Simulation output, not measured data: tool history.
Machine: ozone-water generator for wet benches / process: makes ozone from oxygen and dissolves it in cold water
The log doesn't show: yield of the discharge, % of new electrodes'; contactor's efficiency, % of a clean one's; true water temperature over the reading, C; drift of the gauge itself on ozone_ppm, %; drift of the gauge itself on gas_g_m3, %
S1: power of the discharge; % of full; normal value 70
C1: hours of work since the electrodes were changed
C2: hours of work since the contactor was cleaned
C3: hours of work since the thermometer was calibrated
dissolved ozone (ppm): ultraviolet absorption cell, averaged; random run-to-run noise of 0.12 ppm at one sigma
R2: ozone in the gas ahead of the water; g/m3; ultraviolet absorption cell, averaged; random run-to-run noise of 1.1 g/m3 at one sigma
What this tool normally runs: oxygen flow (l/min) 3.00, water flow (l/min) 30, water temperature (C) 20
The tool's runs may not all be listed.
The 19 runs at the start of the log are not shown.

run 20 hour=665.8 | S1=65 oxygen_flow_(l/min)=2.73 water_flow_(l/min)=30 water_temperature_(C)=20 | C1=962 C2=5001 C3=2736 | dissolved_ozone_(ppm)=9.5 R2=200.2
run 21 hour=715.9 | S1=41 oxygen_flow_(l/min)=2.44 water_flow_(l/min)=44 water_temperature_(C)=21 | C1=996 C2=5035 C3=2770 | dissolved_ozone_(ppm)=4.3 R2=148.0
run 22 hour=765.3 | S1=41 oxygen_flow_(l/min)=2.44 water_flow_(l/min)=44 water_temperature_(C)=21 | C1=1030 C2=5069 C3=2804 | dissolved_ozone_(ppm)=4.3 R2=149.2
run 23 hour=812.3 | S1=75 oxygen_flow_(l/min)=2.44 water_flow_(l/min)=44 water_temperature_(C)=21 | C1=1062 C2=5101 C3=2836 | dissolved_ozone_(ppm)=7.2 R2=239.6
run 24 hour=864.9 | S1=75 oxygen_flow_(l/min)=2.44 water_flow_(l/min)=39 water_temperature_(C)=21 | C1=1098 C2=5137 C3=2872 | dissolved_ozone_(ppm)=8.0 R2=240.9
run 25 hour=916.5 | S1=57 oxygen_flow_(l/min)=1.65 water_flow_(l/min)=30 water_temperature_(C)=20 | C1=1133 C2=5172 C3=2907 | dissolved_ozone_(ppm)=7.5 R2=236.1
run 26 hour=964.4 | S1=51 oxygen_flow_(l/min)=1.65 water_flow_(l/min)=23 water_temperature_(C)=20 | C1=1166 C2=5205 C3=2940 | dissolved_ozone_(ppm)=8.7 R2=216.5
run 27 hour=1001.2 | S1=51 oxygen_flow_(l/min)=1.65 water_flow_(l/min)=23 water_temperature_(C)=20 | C1=1191 C2=5230 C3=2965 | dissolved_ozone_(ppm)=8.7 R2=218.4
run 28 hour=1026.2 | S1=95 oxygen_flow_(l/min)=1.69 water_flow_(l/min)=23 water_temperature_(C)=20 | C1=1208 C2=5247 C3=2982 | dissolved_ozone_(ppm)=14.2 R2=351.5
run 29 hour=1077.9 | S1=95 oxygen_flow_(l/min)=1.69 water_flow_(l/min)=23 water_temperature_(C)=20 | C1=1243 C2=5282 C3=3017 | dissolved_ozone_(ppm)=14.4 R2=350.8
run 30 hour=1127.8 | S1=64 oxygen_flow_(l/min)=1.98 water_flow_(l/min)=25 water_temperature_(C)=21 | C1=1277 C2=5316 C3=3051 | dissolved_ozone_(ppm)=10.2 R2=239.1
run 31 hour=1166.5 | S1=50 oxygen_flow_(l/min)=2.73 water_flow_(l/min)=36 water_temperature_(C)=18 | C1=1304 C2=5343 C3=3078 | dissolved_ozone_(ppm)=6.5 R2=169.2
run 32 hour=1194.8 | S1=50 oxygen_flow_(l/min)=2.73 water_flow_(l/min)=36 water_temperature_(C)=18 | C1=1323 C2=5362 C3=3097 | dissolved_ozone_(ppm)=6.7 R2=168.7

Alternative continuations, all from the tool just after run 32; predict every row:
run A hour=1225.9 | S1=50 oxygen_flow_(l/min)=2.81 water_flow_(l/min)=27 water_temperature_(C)=18 | C1=1344 C2=5383 C3=3118 | dissolved_ozone_(ppm)=? R2=?
run B hour=1225.9 | S1=71 oxygen_flow_(l/min)=2.26 water_flow_(l/min)=36 water_temperature_(C)=18 | C1=1344 C2=5383 C3=3118 | dissolved_ozone_(ppm)=? R2=?
run C hour=1225.9 | S1=61 oxygen_flow_(l/min)=4.01 water_flow_(l/min)=25 water_temperature_(C)=18 | C1=1344 C2=5383 C3=3118 | dissolved_ozone_(ppm)=? R2=?
run D hour=1225.9 | S1=78 oxygen_flow_(l/min)=2.07 water_flow_(l/min)=36 water_temperature_(C)=17 | C1=1344 C2=5383 C3=3118 | dissolved_ozone_(ppm)=? R2=?

run=A dissolved_ozone_(ppm)=9.0 R2=167.8
run=B dissolved_ozone_(ppm)=8.2 R2=244.5
run=C dissolved_ozone_(ppm)=11.7 R2=163.9
run=D dissolved_ozone_(ppm)=8.5 R2=274.6
What these runs would have given with no unlogged condition in the tool:
run=A dissolved_ozone_(ppm)=9.0 R2=161.7
run=B dissolved_ozone_(ppm)=8.2 R2=235.5
run=C dissolved_ozone_(ppm)=11.7 R2=157.9
run=D dissolved_ozone_(ppm)=8.5 R2=264.6

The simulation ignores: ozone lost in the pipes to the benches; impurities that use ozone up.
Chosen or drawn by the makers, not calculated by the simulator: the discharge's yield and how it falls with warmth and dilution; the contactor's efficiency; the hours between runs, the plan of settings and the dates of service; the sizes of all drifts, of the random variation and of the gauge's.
